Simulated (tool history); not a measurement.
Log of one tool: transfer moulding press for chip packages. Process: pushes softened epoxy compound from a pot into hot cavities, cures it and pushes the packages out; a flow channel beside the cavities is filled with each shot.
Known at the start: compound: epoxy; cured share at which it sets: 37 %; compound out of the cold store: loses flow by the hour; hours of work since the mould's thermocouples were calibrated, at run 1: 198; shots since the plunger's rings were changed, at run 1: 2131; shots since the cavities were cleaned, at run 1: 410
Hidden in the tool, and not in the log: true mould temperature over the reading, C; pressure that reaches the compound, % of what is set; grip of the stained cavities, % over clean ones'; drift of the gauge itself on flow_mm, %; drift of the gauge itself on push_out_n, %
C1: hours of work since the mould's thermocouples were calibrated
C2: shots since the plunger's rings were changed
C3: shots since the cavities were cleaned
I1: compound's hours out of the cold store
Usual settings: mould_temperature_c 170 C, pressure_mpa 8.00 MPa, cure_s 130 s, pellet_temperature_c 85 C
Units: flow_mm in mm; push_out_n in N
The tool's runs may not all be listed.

{"run": 1, "hour": 0.0, "mould_temperature_c": 170, "pressure_mpa": 8.0, "cure_s": 130, "pellet_temperature_c": 85, "C1": 198, "C2": 2131, "C3": 410, "I1": 45.7, "flow_mm": 780, "push_out_n": 819}
{"run": 2, "hour": 4.9, "mould_temperature_c": 170, "pressure_mpa": 6.21, "cure_s": 130, "pellet_temperature_c": 85, "C1": 201, "C2": 2175, "C3": 454, "I1": 20.6, "flow_mm": 738, "push_out_n": 899}
{"run": 3, "hour": 15.3, "mould_temperature_c": 170, "pressure_mpa": 8.0, "cure_s": 130, "pellet_temperature_c": 84, "C1": 208, "C2": 2267, "C3": 546, "I1": 12.3, "flow_mm": 846, "push_out_n": 904}
{"run": 4, "hour": 25.0, "mould_temperature_c": 170, "pressure_mpa": 8.0, "cure_s": 130, "pellet_temperature_c": 84, "C1": 214, "C2": 2354, "C3": 633, "I1": 29.2, "flow_mm": 818, "push_out_n": 912}
{"run": 5, "hour": 30.2, "mould_temperature_c": 170, "pressure_mpa": 8.0, "cure_s": 130, "pellet_temperature_c": 85, "C1": 217, "C2": 2400, "C3": 679, "I1": 44.2, "flow_mm": 785, "push_out_n": 886}
{"run": 6, "hour": 34.9, "mould_temperature_c": 170, "pressure_mpa": 8.0, "cure_s": 130, "pellet_temperature_c": 85, "C1": 220, "C2": 2442, "C3": 721, "I1": 43.4, "flow_mm": 788, "push_out_n": 908}
{"run": 7, "hour": 40.7, "mould_temperature_c": 170, "pressure_mpa": 8.0, "cure_s": 116, "pellet_temperature_c": 85, "C1": 223, "C2": 2494, "C3": 773, "I1": 12.2, "flow_mm": 849, "push_out_n": 1203}
{"run": 8, "hour": 48.1, "mould_temperature_c": 170, "pressure_mpa": 8.0, "cure_s": 116, "pellet_temperature_c": 85, "C1": 228, "C2": 2560, "C3": 839, "I1": 43.5, "flow_mm": 785, "push_out_n": 1096}
{"run": 9, "hour": 53.4, "mould_temperature_c": 170, "pressure_mpa": 8.0, "cure_s": 116, "pellet_temperature_c": 85, "C1": 231, "C2": 2607, "C3": 886, "I1": 13.0, "flow_mm": 838, "push_out_n": 1223}
{"run": 10, "hour": 61.1, "mould_temperature_c": 170, "pressure_mpa": 8.0, "cure_s": 116, "pellet_temperature_c": 85, "C1": 236, "C2": 2675, "C3": 954, "I1": 25.7, "flow_mm": 815, "push_out_n": 1186}
{"run": 11, "hour": 70.3, "mould_temperature_c": 170, "pressure_mpa": 8.0, "cure_s": 130, "pellet_temperature_c": 85, "C1": 241, "C2": 2758, "C3": 1037, "I1": 46.2, "flow_mm": 780, "push_out_n": 912}
{"run": 12, "hour": 76.5, "mould_temperature_c": 170, "pressure_mpa": 8.0, "cure_s": 130, "pellet_temperature_c": 85, "C1": 245, "C2": 2812, "C3": 1091, "I1": 38.9, "flow_mm": 788, "push_out_n": 951}
{"hour": 80.2, "done": "cavities cleaned with cleaning compound and waxed"}
{"run": 13, "hour": 85.6, "mould_temperature_c": 170, "pressure_mpa": 8.33, "cure_s": 157, "pellet_temperature_c": 85, "C1": 250, "C2": 2881, "C3": 48, "I1": 26.0, "flow_mm": 830, "push_out_n": 498}
{"run": 14, "hour": 90.7, "mould_temperature_c": 171, "pressure_mpa": 6.92, "cure_s": 140, "pellet_temperature_c": 85, "C1": 253, "C2": 2926, "C3": 93, "I1": 12.5, "flow_mm": 781, "push_out_n": 557}
{"run": 15, "hour": 95.7, "mould_temperature_c": 173, "pressure_mpa": 8.0, "cure_s": 130, "pellet_temperature_c": 85, "C1": 256, "C2": 2971, "C3": 138, "I1": 44.9, "flow_mm": 770, "push_out_n": 560}
{"run": 16, "hour": 106.1, "mould_temperature_c": 170, "pressure_mpa": 8.34, "cure_s": 130, "pellet_temperature_c": 85, "C1": 262, "C2": 3063, "C3": 230, "I1": 30.5, "flow_mm": 824, "push_out_n": 721}
{"run": 17, "hour": 115.2, "mould_temperature_c": 166, "pressure_mpa": 8.0, "cure_s": 130, "pellet_temperature_c": 80, "C1": 268, "C2": 3144, "C3": 311, "I1": 22.0, "flow_mm": 838, "push_out_n": 1109}
{"run": 18, "hour": 120.2, "mould_temperature_c": 176, "pressure_mpa": 8.0, "cure_s": 144, "pellet_temperature_c": 85, "C1": 271, "C2": 3189, "C3": 356, "I1": 10.0, "flow_mm": 822, "push_out_n": 581}
{"run": 19, "hour": 127.0, "mould_temperature_c": 170, "pressure_mpa": 8.0, "cure_s": 129, "pellet_temperature_c": 85, "C1": 275, "C2": 3249, "C3": 416, "I1": 18.2, "flow_mm": 828, "push_out_n": 864}
{"hour": 137.5, "done": "plunger's sealing rings changed"}
{"run": 20, "hour": 138.8, "mould_temperature_c": 170, "pressure_mpa": 8.93, "cure_s": 129, "pellet_temperature_c": 85, "C1": 281, "C2": 11, "C3": 499, "I1": 44.3, "flow_mm": 853, "push_out_n": 839}
{"run": 21, "hour": 149.2, "mould_temperature_c": 175, "pressure_mpa": 8.0, "cure_s": 130, "pellet_temperature_c": 93, "C1": 287, "C2": 104, "C3": 592, "I1": 35.0, "flow_mm": 803, "push_out_n": 711}
{"run": 22, "hour": 159.6, "mould_temperature_c": 171, "pressure_mpa": 7.21, "cure_s": 169, "pellet_temperature_c": 80, "C1": 294, "C2": 196, "C3": 684, "I1": 20.6, "flow_mm": 806, "push_out_n": 680}

3 ways to go on from here, each from the tool as it stands after run 22. What would each give?
{"run": "A", "hour": 169.9, "mould_temperature_c": 174, "pressure_mpa": 7.21, "cure_s": 169, "pellet_temperature_c": 85, "C1": 300, "C2": 288, "C3": 776, "I1": 23.2, "flow_mm": "?", "push_out_n": "?"}
{"run": "B", "hour": 169.9, "mould_temperature_c": 164, "pressure_mpa": 6.77, "cure_s": 113, "pellet_temperature_c": 85, "C1": 300, "C2": 288, "C3": 776, "I1": 16.0, "flow_mm": "?", "push_out_n": "?"}
{"run": "C", "hour": 169.9, "mould_temperature_c": 171, "pressure_mpa": 6.57, "cure_s": 169, "pellet_temperature_c": 80, "C1": 300, "C2": 288, "C3": 776, "I1": 9.7, "flow_mm": "?", "push_out_n": "?"}

run=A flow_mm=792 push_out_n=662
run=B flow_mm=821 push_out_n=2021
run=C flow_mm=785 push_out_n=681
Without the tool's hidden state the same runs would have given:
run=A flow_mm=795 push_out_n=387
run=B flow_mm=823 push_out_n=1119
run=C flow_mm=787 push_out_n=394
